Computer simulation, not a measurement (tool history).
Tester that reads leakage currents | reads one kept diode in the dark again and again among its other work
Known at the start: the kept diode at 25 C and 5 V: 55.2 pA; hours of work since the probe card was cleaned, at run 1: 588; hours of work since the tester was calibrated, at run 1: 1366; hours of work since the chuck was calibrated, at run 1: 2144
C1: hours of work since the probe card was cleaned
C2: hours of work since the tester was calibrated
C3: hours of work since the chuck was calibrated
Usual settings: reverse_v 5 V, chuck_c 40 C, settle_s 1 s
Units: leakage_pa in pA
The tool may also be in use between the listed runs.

Run 1, hour 0: usual settings; C1 588; C2 1366; C3 2144. Result: leakage_pa 168.11 pA.
Run 2, hour 22.7: usual settings; C1 599; C2 1377; C3 2155. Result: leakage_pa 168.66 pA.
Run 3, hour 60.2: usual settings but reverse_v 2.27 V; C1 618; C2 1395; C3 2173. Result: leakage_pa 105.86 pA.
Run 4, hour 78.3: usual settings but reverse_v 2.27 V; C1 626; C2 1404; C3 2182. Result: leakage_pa 105.09 pA.
Run 5, hour 105: usual settings but reverse_v 2.27 V; C1 639; C2 1417; C3 2195. Result: leakage_pa 105.73 pA.
Run 6, hour 131.9: usual settings but reverse_v 2.27 V; C1 652; C2 1430; C3 2208. Result: leakage_pa 105.54 pA.
Run 7, hour 161.8: usual settings but settle_s 6.06 s; C1 667; C2 1445; C3 2223. Result: leakage_pa 168.48 pA.
Run 8, hour 183.7: usual settings but settle_s 6.06 s; C1 678; C2 1455; C3 2233. Result: leakage_pa 167.26 pA.
At hour 205.1: chuck's temperature calibrated.
Run 9, hour 212: usual settings but settle_s 6.06 s; C1 690; C2 1468; C3 3. Result: leakage_pa 205.21 pA.
Run 10, hour 242.6: usual settings but chuck_c 25 C, settle_s 1.05 s; C1 705; C2 1483; C3 18. Result: leakage_pa 57.91 pA.
Run 11, hour 271.2: usual settings but chuck_c 24 C, settle_s 1.77 s; C1 719; C2 1497; C3 32. Result: leakage_pa 53.41 pA.
Run 12, hour 290.6: usual settings but chuck_c 24 C, settle_s 1.77 s; C1 729; C2 1506; C3 42. Result: leakage_pa 53.13 pA.
Run 13, hour 323.8: usual settings but chuck_c 24 C, settle_s 1.77 s; C1 745; C2 1522; C3 58. Result: leakage_pa 52.97 pA.
Run 14, hour 355.6: usual settings but chuck_c 49 C, settle_s 5.06 s; C1 760; C2 1538; C3 73. Result: leakage_pa 414.16 pA.
Run 15, hour 390.5: usual settings but chuck_c 49 C, settle_s 5.06 s; C1 777; C2 1555; C3 90. Result: leakage_pa 416.07 pA.
Run 16, hour 420.1: usual settings but reverse_v 8.77 V; C1 791; C2 1569; C3 104. Result: leakage_pa 283.94 pA.
Run 17, hour 444.5: usual settings but reverse_v 8.77 V, chuck_c 25 C, settle_s 1.92 s; C1 803; C2 1581; C3 116. Result: leakage_pa 81.42 pA.
Run 18, hour 482.1: usual settings but reverse_v 1.57 V, chuck_c 25 C, settle_s 1.92 s; C1 822; C2 1599; C3 135. Result: leakage_pa 28.6 pA.

Forecast each of these 3 alternatives for the next run:
Run A, hour 514.1: usual settings but chuck_c 28 C; C1 837; C2 1615; C3 150. Result: leakage_pa ?.
Run B, hour 514.1: usual settings but settle_s 5.68 s; C1 837; C2 1615; C3 150. Result: leakage_pa ?.
Run C, hour 514.1: usual settings but settle_s 1.31 s; C1 837; C2 1615; C3 150. Result: leakage_pa ?.

run  leakage_pa
  A       74.89
  B      202.72
  C      202.18
Without the tool's hidden state the same runs would have given:
run  leakage_pa
  A       72.81
  B      202.04
  C      201.51

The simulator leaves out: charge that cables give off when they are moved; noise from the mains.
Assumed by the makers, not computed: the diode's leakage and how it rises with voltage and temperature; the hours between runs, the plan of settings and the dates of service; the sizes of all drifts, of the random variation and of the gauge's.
